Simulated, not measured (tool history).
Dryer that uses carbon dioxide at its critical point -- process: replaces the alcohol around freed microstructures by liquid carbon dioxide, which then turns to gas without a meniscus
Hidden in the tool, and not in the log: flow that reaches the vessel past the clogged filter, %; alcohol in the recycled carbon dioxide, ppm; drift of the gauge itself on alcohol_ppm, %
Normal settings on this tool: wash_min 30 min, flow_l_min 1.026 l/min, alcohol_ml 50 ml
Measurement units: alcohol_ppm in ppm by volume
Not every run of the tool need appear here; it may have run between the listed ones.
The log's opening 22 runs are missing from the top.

run   hour  wash_min  flow_l_min  alcohol_ml  hours of work since the filter was changed  hours of work since the purifier's bed was changed  alcohol_ppm
 23  410.5        20       1.026          50                                         458                                                 520          506
 24  422.6        20       1.680          50                                         466                                                 529          156
 25  444.2        32       1.370          46                                         482                                                 545          114
 26  463.9        21       1.370          22                                         497                                                 559          165
     479.8  -- inlet filter changed
 27  484.7        33       1.026          50                                           4                                                 573          136
 28  502.9        20       1.026          35                                          17                                                 587          311
 29  517.4        47       0.950          30                                          28                                                 597          121
 30  544.0        25       1.260          58                                          47                                                 617          166
 31  567.4        30       1.026         117                                          64                                                 634          222
 32  586.6        19       1.000          75                                          78                                                 648          697
 33  605.7        19       1.000          75                                          92                                                 662          718
 34  625.6        19       1.000          75                                         107                                                 677          722
 35  646.8        19       1.000          75                                         123                                                 692          732
 36  667.1        19       1.000          75                                         137                                                 707          717
 37  686.5        20       1.000          75                                         152                                                 722          660
 38  712.2        30       1.650         102                                         171                                                 741          141
 39  731.5        30       1.650         102                                         185                                                 755          146
 40  752.9        30       1.650         102                                         200                                                 770          142
 41  774.5        28       1.026          27                                         216                                                 786          207
 42  785.9        30       0.930          67                                         225                                                 795          275
 43  812.3        25       1.026          79                                         244                                                 814          366
 44  832.3        30       0.630          50                                         259                                                 829          607
 45  852.6        33       0.710          50                                         274                                                 844          366
 46  873.0        33       0.710          94                                         289                                                 859          575
 47  889.1        33       0.710          94                                         300                                                 870          575

Consider 3 possible next runs. They are alternatives, not a sequence: every one starts from the tool as it was left by run 47. What does each give?
  A  906.9        37       1.250          22                                         314                                                 883            ?
  B  906.9        19       0.710          94                                         314                                                 883            ?
  C  906.9        33       0.680          94                                         314                                                 883            ?

run  alcohol_ppm
  A          170
  B         2402
  C          649
What these runs would have given with no unlogged condition in the tool:
run  alcohol_ppm
  A            5
  B         1835
  C          348
